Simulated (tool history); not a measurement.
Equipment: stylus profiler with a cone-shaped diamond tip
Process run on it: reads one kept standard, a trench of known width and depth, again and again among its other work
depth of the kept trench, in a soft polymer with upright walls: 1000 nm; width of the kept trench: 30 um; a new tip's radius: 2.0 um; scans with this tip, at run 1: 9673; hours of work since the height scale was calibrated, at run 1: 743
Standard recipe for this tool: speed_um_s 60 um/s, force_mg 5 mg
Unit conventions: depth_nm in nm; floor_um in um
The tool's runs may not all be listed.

run   hour  speed_um_s  force_mg  scans with this tip  hours of work since the height scale was calibrated  depth_nm  floor_um
  1      0          60         5                 9673                                                  743   1017.32     23.59
  2   50.7          60         5                10164                                                  781   1017.41     23.47
  3  142.7          60         5                11056                                                  850   1017.11     23.27
  4  213.7          60         5                11744                                                  902   1016.96     23.21
     261.8  -- new tip fitted, height scale calibrated
  5  306.7          60         5                  436                                                   33   1020.26     26.13
  6  368.3          22         5                 1034                                                   79    1019.9     26.09
  7  439.6          22         5                 1724                                                  132   1019.96     25.86
  8  523.7          22         5                 2540                                                  195   1019.33      25.6
  9  607.2         162         5                 3349                                                  257   1019.25     24.76
 10    682          29       7.3                 4074                                                  313   1024.94     25.17
 11  776.8          29       7.3                 4993                                                  384   1024.34     24.92

For run 12, what comes out?
 12  878.3         146      2.42                 5977                                                  459         ?         ?

depth_nm: 1010.2 nm
floor_um: 23.91 um
Minus the tool's unlogged condition, the same run would have read depth_nm 1012.81 nm, floor_um 25.7 um.
